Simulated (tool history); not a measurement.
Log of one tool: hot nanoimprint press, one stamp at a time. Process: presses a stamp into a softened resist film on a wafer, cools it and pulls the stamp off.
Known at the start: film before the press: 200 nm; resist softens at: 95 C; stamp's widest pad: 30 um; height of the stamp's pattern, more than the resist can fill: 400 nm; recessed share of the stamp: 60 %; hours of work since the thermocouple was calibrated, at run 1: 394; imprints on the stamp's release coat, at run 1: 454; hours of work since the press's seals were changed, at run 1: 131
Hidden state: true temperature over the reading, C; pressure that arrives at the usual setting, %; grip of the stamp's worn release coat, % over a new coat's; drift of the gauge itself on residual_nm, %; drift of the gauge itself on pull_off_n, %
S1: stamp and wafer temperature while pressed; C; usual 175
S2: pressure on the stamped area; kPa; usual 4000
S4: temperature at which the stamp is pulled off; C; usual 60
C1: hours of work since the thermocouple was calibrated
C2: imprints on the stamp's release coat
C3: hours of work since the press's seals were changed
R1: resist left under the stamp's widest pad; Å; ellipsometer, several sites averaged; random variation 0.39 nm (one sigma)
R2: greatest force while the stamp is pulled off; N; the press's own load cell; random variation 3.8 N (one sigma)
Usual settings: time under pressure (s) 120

{"run": 1, "hour": 0.0, "S1": 175, "S2": 4000, "time under pressure (s)": 120, "S4": 60, "C1": 394, "C2": 454, "C3": 131, "R1": 1196, "R2": 231}
{"run": 2, "hour": 13.8, "S1": 175, "S2": 4000, "time under pressure (s)": 120, "S4": 60, "C1": 402, "C2": 513, "C3": 140, "R1": 1204, "R2": 240}
{"run": 3, "hour": 24.6, "S1": 180, "S2": 4000, "time under pressure (s)": 120, "S4": 60, "C1": 409, "C2": 558, "C3": 146, "R1": 1089, "R2": 252}
{"run": 4, "hour": 31.4, "S1": 180, "S2": 4000, "time under pressure (s)": 120, "S4": 60, "C1": 413, "C2": 587, "C3": 151, "R1": 1090, "R2": 246}
{"hour": 42.2, "done": "stamp cleaned and given a new release coat"}
{"run": 5, "hour": 46.4, "S1": 180, "S2": 4000, "time under pressure (s)": 120, "S4": 60, "C1": 419, "C2": 18, "C3": 156, "R1": 1084, "R2": 219}
{"run": 6, "hour": 52.5, "S1": 175, "S2": 2710, "time under pressure (s)": 120, "S4": 60, "C1": 422, "C2": 44, "C3": 160, "R1": 1405, "R2": 215}
{"run": 7, "hour": 62.9, "S1": 175, "S2": 4000, "time under pressure (s)": 227, "S4": 60, "C1": 429, "C2": 88, "C3": 166, "R1": 988, "R2": 213}
{"hour": 66.7, "done": "plate thermocouple calibrated"}
{"run": 8, "hour": 73.5, "S1": 171, "S2": 5580, "time under pressure (s)": 69, "S4": 64, "C1": 4, "C2": 120, "C3": 171, "R1": 1318, "R2": 210}
{"run": 9, "hour": 87.1, "S1": 179, "S2": 3180, "time under pressure (s)": 166, "S4": 56, "C1": 13, "C2": 177, "C3": 180, "R1": 1150, "R2": 244}
{"run": 10, "hour": 94.8, "S1": 179, "S2": 3180, "time under pressure (s)": 166, "S4": 56, "C1": 17, "C2": 210, "C3": 184, "R1": 1138, "R2": 240}

Forecast each of these 5 alternatives for the next run:
{"run": "A", "hour": 101.3, "S1": 179, "S2": 6330, "time under pressure (s)": 77, "S4": 56, "C1": 21, "C2": 237, "C3": 188, "R1": "?", "R2": "?"}
{"run": "B", "hour": 101.3, "S1": 175, "S2": 3460, "time under pressure (s)": 75, "S4": 64, "C1": 21, "C2": 237, "C3": 188, "R1": "?", "R2": "?"}
{"run": "C", "hour": 101.3, "S1": 175, "S2": 4000, "time under pressure (s)": 226, "S4": 60, "C1": 21, "C2": 237, "C3": 188, "R1": "?", "R2": "?"}
{"run": "D", "hour": 101.3, "S1": 175, "S2": 4000, "time under pressure (s)": 120, "S4": 51, "C1": 21, "C2": 237, "C3": 188, "R1": "?", "R2": "?"}
{"run": "E", "hour": 101.3, "S1": 175, "S2": 4000, "time under pressure (s)": 160, "S4": 60, "C1": 21, "C2": 237, "C3": 188, "R1": "?", "R2": "?"}

run=A R1=1025 R2=238
run=B R1=1452 R2=217
run=C R1=999 R2=227
run=D R1=1209 R2=258
run=E R1=1118 R2=227
Without the tool's hidden state the same runs would have given:
run=A R1=985 R2=219
run=B R1=1412 R2=199
run=C R1=960 R2=208
run=D R1=1168 R2=238
run=E R1=1077 R2=208

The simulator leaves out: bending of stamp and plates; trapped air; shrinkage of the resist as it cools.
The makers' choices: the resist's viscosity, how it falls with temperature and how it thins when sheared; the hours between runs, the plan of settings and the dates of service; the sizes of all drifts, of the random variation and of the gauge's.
